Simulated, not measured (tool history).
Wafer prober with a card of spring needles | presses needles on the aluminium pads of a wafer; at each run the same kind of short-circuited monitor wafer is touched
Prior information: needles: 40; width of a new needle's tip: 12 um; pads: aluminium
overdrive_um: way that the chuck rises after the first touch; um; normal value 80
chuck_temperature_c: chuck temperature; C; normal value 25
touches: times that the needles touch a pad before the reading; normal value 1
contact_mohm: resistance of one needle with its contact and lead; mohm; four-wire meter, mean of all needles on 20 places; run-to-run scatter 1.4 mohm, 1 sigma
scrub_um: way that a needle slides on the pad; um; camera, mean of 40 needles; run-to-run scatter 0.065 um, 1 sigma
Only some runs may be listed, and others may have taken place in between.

| run | hour | overdrive_um | chuck_temperature_c | touches | contact_mohm | scrub_um |
|---|---|---|---|---|---|---|
| 1 | 0 | 80 | 25 | 1 | 154 | 17.14 |
|  | 12.9 | tips cleaned on abrasive film |
| 2 | 17.8 | 80 | 25 | 1 | 144 | 16.91 |
| 3 | 35.5 | 80 | 25 | 1 | 167 | 17.05 |
|  | 36.5 | tips cleaned on abrasive film |
| 4 | 51.7 | 80 | 25 | 1 | 162 | 17 |
|  | 60.7 | tips cleaned on abrasive film |
| 5 | 66.6 | 80 | 25 | 1 | 145 | 17.02 |
| 6 | 79.8 | 80 | 25 | 1 | 164 | 16.99 |
|  | 84.8 | tips cleaned on abrasive film |
| 7 | 87.3 | 80 | 25 | 1 | 137 | 16.93 |
| 8 | 102.1 | 80 | 25 | 1 | 160 | 16.95 |
|  | 109.1 | tips cleaned on abrasive film |
| 9 | 117.4 | 80 | 25 | 1 | 150 | 16.95 |
| 10 | 128.3 | 80 | 25 | 1 | 164 | 16.97 |
|  | 132.9 | tips cleaned on abrasive film |
| 11 | 144.4 | 80 | 116 | 1 | 166 | 16.98 |
|  | 146 | height of the first contact set anew |
|  | 156.7 | tips cleaned on abrasive film |
| 12 | 157 | 80 | 25 | 1 | 133 | 16.81 |
| 13 | 171.7 | 80 | 50 | 1 | 163 | 16.92 |
| 14 | 179.8 | 80 | 50 | 1 | 170 | 16.76 |
|  | 181.2 | tips cleaned on abrasive film |
| 15 | 192 | 80 | 106 | 1 | 164 | 16.81 |
|  | 205 | tips cleaned on abrasive film |
| 16 | 207.2 | 80 | 25 | 1 | 137 | 16.69 |
|  | 211.5 | height of the first contact set anew, once more |
| 17 | 214.7 | 80 | 25 | 1 | 151 | 17.17 |
| 18 | 227.5 | 89 | 51 | 2 | 150 | 18.94 |
|  | 228.9 | tips cleaned on abrasive film |
| 19 | 241.2 | 84 | 55 | 2 | 146 | 17.96 |
| 20 | 250.7 | 93 | 123 | 3 | 148 | 19.83 |
|  | 253.4 | tips cleaned on abrasive film |
| 21 | 262.2 | 93 | 123 | 3 | 149 | 19.99 |
|  | 277.8 | tips cleaned on abrasive film |
| 22 | 278.7 | 90 | 29 | 1 | 133 | 19.29 |
| 23 | 287.6 | 90 | 29 | 1 | 147 | 19.29 |
| 24 | 296 | 65 | 25 | 2 | 158 | 13.84 |
|  | 301.6 | tips cleaned on abrasive film |
| 25 | 303.7 | 61 | 25 | 1 | 142 | 12.9 |
| 26 | 317.7 | 80 | 105 | 3 | 151 | 17.07 |
|  | 325.6 | tips cleaned on abrasive film |
| 27 | 328.7 | 80 | 55 | 2 | 139 | 17.07 |
| 28 | 339.7 | 85 | 30 | 1 | 156 | 18.14 |
|  | 349.3 | tips cleaned on abrasive film |
| 29 | 350.1 | 85 | 30 | 1 | 132 | 18.05 |
| 30 | 367.6 | 85 | 30 | 1 | 161 | 18.24 |
|  | 373.4 | tips cleaned on abrasive film |
| 31 | 380.9 | 84 | 58 | 3 | 138 | 17.91 |
| 32 | 388.5 | 72 | 120 | 1 | 175 | 15.21 |
|  | 397.6 | tips cleaned on abrasive film |
| 33 | 406.2 | 72 | 120 | 1 | 167 | 15.18 |
|  | 421.1 | tips cleaned on abrasive film |
| 34 | 421.1 | 70 | 28 | 2 | 129 | 14.77 |

3 options for the next run, each taken on its own from the tool as it stands now. Forecast them:
| A | 434.1 | 80 | 31 | 1 | ? | ? |
| B | 434.1 | 69 | 118 | 3 | ? | ? |
| C | 434.1 | 80 | 25 | 1 | ? | ? |

| run | contact_mohm | scrub_um |
|---|---|---|
| A | 156 | 16.98 |
| B | 156 | 14.52 |
| C | 159 | 17.02 |
What these runs would have given with no unlogged condition in the tool:
| run | contact_mohm | scrub_um |
|---|---|---|
| A | 126 | 17.16 |
| B | 144 | 14.7 |
| C | 128 | 17.2 |
